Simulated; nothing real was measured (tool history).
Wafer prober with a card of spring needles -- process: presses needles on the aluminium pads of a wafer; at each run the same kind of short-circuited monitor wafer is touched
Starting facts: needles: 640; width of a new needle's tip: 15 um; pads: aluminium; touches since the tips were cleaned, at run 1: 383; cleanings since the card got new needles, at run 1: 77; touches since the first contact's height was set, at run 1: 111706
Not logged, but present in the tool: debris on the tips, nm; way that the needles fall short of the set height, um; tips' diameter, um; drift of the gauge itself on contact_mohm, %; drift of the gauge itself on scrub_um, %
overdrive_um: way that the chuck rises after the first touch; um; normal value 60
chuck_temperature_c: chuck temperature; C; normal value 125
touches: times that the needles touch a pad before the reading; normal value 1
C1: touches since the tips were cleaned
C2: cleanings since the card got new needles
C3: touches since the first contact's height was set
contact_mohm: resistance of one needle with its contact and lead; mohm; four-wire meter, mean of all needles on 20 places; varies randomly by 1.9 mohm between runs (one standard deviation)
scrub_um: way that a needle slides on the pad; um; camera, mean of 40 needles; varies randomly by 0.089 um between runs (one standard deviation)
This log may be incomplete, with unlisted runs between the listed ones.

Run 1, day 0: usual settings; C1 383; C2 77; C3 111706. Result: contact_mohm 209 mohm, scrub_um 12.13 um.
At day 0.496: tips cleaned on abrasive film.
At day 1.033: tips cleaned on abrasive film.
Run 2, day 1.062: usual settings; C1 260; C2 79; C3 120168. Result: contact_mohm 211 mohm, scrub_um 12.07 um.
At day 1.558: height of the first contact set anew.
At day 1.65: tips cleaned on abrasive film.
Run 3, day 1.883: usual settings; C1 1850; C2 80; C3 2560. Result: contact_mohm 210 mohm, scrub_um 12.21 um.
At day 2.229: tips cleaned on abrasive film.
At day 2.804: tips cleaned on abrasive film.
Run 4, day 2.804: usual settings; C1 0; C2 82; C3 9905. Result: contact_mohm 208 mohm, scrub_um 12.24 um.
At day 3.388: tips cleaned on abrasive film.
At day 4.008: tips cleaned on abrasive film.
Run 5, day 4.021: usual settings; C1 119; C2 84; C3 19589. Result: contact_mohm 206 mohm, scrub_um 12.13 um.
At day 4.562: tips cleaned on abrasive film.
Run 6, day 4.808: usual settings but chuck_temperature_c 52 C; C1 1943; C2 85; C3 25835. Result: contact_mohm 193 mohm, scrub_um 12.11 um.
At day 5.167: tips cleaned on abrasive film.
Run 7, day 5.654: usual settings but overdrive_um 56 um; C1 3913; C2 86; C3 32600. Result: contact_mohm 206 mohm, scrub_um 11.33 um.
At day 5.767: tips cleaned on abrasive film.
At day 6.346: tips cleaned on abrasive film.
At day 6.95: tips cleaned on abrasive film.
Run 8, day 7.129: usual settings but chuck_temperature_c 27 C; C1 1417; C2 89; C3 44300. Result: contact_mohm 187 mohm, scrub_um 12.12 um.
At day 7.529: tips cleaned on abrasive film.
At day 8.083: tips cleaned on abrasive film.
Run 9, day 8.592: usual settings but chuck_temperature_c 27 C; C1 4062; C2 91; C3 55968. Result: contact_mohm 189 mohm, scrub_um 12.18 um.
At day 8.671: tips cleaned on abrasive film.
At day 9.262: tips cleaned on abrasive film.
Run 10, day 9.725: usual settings but chuck_temperature_c 27 C; C1 3687; C2 93; C3 64974. Result: contact_mohm 190 mohm, scrub_um 12.24 um.
At day 9.838: tips cleaned on abrasive film.
At day 10.488: tips cleaned on abrasive film.
Run 11, day 10.638: usual settings but chuck_temperature_c 58 C; C1 1206; C2 95; C3 72228. Result: contact_mohm 193 mohm, scrub_um 12.1 um.
At day 11.062: tips cleaned on abrasive film.
At day 11.679: tips cleaned on abrasive film.
Run 12, day 12.075: usual settings but chuck_temperature_c 58 C; C1 3172; C2 97; C3 83688. Result: contact_mohm 192 mohm, scrub_um 12.31 um.
At day 12.275: tips cleaned on abrasive film.
At day 12.858: tips cleaned on abrasive film.
Run 13, day 13.383: usual settings but chuck_temperature_c 58 C; C1 4196; C2 99; C3 94101. Result: contact_mohm 196 mohm, scrub_um 12.08 um.
At day 13.454: tips cleaned on abrasive film.
At day 14.05: tips cleaned on abrasive film.
At day 14.588: tips cleaned on abrasive film.
Run 14, day 14.588: usual settings but chuck_temperature_c 58 C; C1 0; C2 102; C3 103659. Result: contact_mohm 196 mohm, scrub_um 12.21 um.

Describe how what the log doesn't record of the tool's condition differs between the last listed run preceding each entry between runs and the first listed run following it.
After run 1, before run 2: tips cleaned on abrasive film (day 0.496); tips cleaned on abrasive film (day 1.033)
  both runs share identical hidden conditions
After run 2, before run 3: height of the first contact set anew (day 1.558); tips cleaned on abrasive film (day 1.65)
  debris on the tips, nm: 0.2 -> 0.6; way that the needles fall short of the set height, um: 0.04 -> 0
After run 3, before run 4: tips cleaned on abrasive film (day 2.229); tips cleaned on abrasive film (day 2.804)
  debris on the tips, nm: 0.6 -> 0.1; tips' diameter, um: 15.04 -> 15.05
After run 4, before run 5: tips cleaned on abrasive film (day 3.388); tips cleaned on abrasive film (day 4.008)
  debris on the tips, nm: 0.1 -> 0.2; way that the needles fall short of the set height, um: 0 -> 0.01
After run 5, before run 6: tips cleaned on abrasive film (day 4.562)
  debris on the tips, nm: 0.2 -> 0.7
After run 6, before run 7: tips cleaned on abrasive film (day 5.167)
  debris on the tips, nm: 0.7 -> 1
After run 7, before run 8: tips cleaned on abrasive film (day 5.767); tips cleaned on abrasive film (day 6.346); tips cleaned on abrasive film (day 6.95)
  debris on the tips, nm: 1 -> 0.5; way that the needles fall short of the set height, um: 0.01 -> 0.02
After run 8, before run 9: tips cleaned on abrasive film (day 7.529); tips cleaned on abrasive film (day 8.083)
  debris on the tips, nm: 0.5 -> 1.1
After run 9, before run 10: tips cleaned on abrasive film (day 8.671); tips cleaned on abrasive film (day 9.262)
  debris on the tips, nm: 1.1 -> 1
After run 10, before run 11: tips cleaned on abrasive film (day 9.838); tips cleaned on abrasive film (day 10.488)
  debris on the tips, nm: 1 -> 0.4; way that the needles fall short of the set height, um: 0.02 -> 0.03
After run 11, before run 12: tips cleaned on abrasive film (day 11.062); tips cleaned on abrasive film (day 11.679)
  debris on the tips, nm: 0.4 -> 0.9
After run 12, before run 13: tips cleaned on abrasive film (day 12.275); tips cleaned on abrasive film (day 12.858)
  debris on the tips, nm: 0.9 -> 1.1
After run 13, before run 14: tips cleaned on abrasive film (day 13.454); tips cleaned on abrasive film (day 14.05); tips cleaned on abrasive film (day 14.588)
  debris on the tips, nm: 1.1 -> 0.1; way that the needles fall short of the set height, um: 0.03 -> 0.04; tips' diameter, um: 15.05 -> 15.06

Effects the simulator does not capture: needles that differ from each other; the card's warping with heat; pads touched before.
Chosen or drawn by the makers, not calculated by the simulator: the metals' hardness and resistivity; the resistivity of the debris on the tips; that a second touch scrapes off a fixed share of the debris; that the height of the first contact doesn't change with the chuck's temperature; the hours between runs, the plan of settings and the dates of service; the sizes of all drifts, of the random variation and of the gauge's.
